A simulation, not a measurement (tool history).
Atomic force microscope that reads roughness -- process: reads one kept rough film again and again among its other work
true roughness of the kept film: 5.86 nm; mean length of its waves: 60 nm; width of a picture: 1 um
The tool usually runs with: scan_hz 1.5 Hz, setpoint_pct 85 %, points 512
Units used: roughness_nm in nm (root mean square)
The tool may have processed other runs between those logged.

run    day  scan_hz  setpoint_pct  points  roughness_nm
  1      0      1.5            85     512         4.791
  2  0.408     0.67            85     512          5.17
  3  0.858     0.67            85     512         5.159
  4  1.308      1.5            85     512         4.817
  5  1.638      1.5            85     512         4.828
  6  2.067     0.97            85     512         5.038
  7  2.488      1.5            82     512         4.906
  8  2.908      1.5            88     512         4.682
  9   3.35      1.5            88     512         4.688
 10  3.771      1.5            85     311         4.762
 11  4.192      1.5            85     311         4.794
 12  4.475      1.5            85     311           4.8
 13  4.692      1.5            85     311         4.796
     5.042  -- new tip fitted
 14  5.112      1.5            85     311          4.76
 15    5.5      1.5            85     311         4.786
 16  5.921      1.5            85     316         4.786
 17  6.133      1.5            81     976         4.944
 18  6.367     1.36            85     765         4.855
 19  6.712      0.5            85     512         5.249
 20  7.129      1.5            86     540         4.764
 21  7.496     0.53            73     895         5.326

Forecast each of these 3 alternatives for the next run:
  A  7.908     2.42            73     895             ?
  B  7.908     1.51            80     293             ?
  C  7.908     1.08            70     376             ?

run  roughness_nm
  A         4.873
  B         4.929
  C         5.198
Take away the tool's hidden state, keep each run's random variation, and the runs would have read:
run  roughness_nm
  A         4.875
  B         4.931
  C           5.2
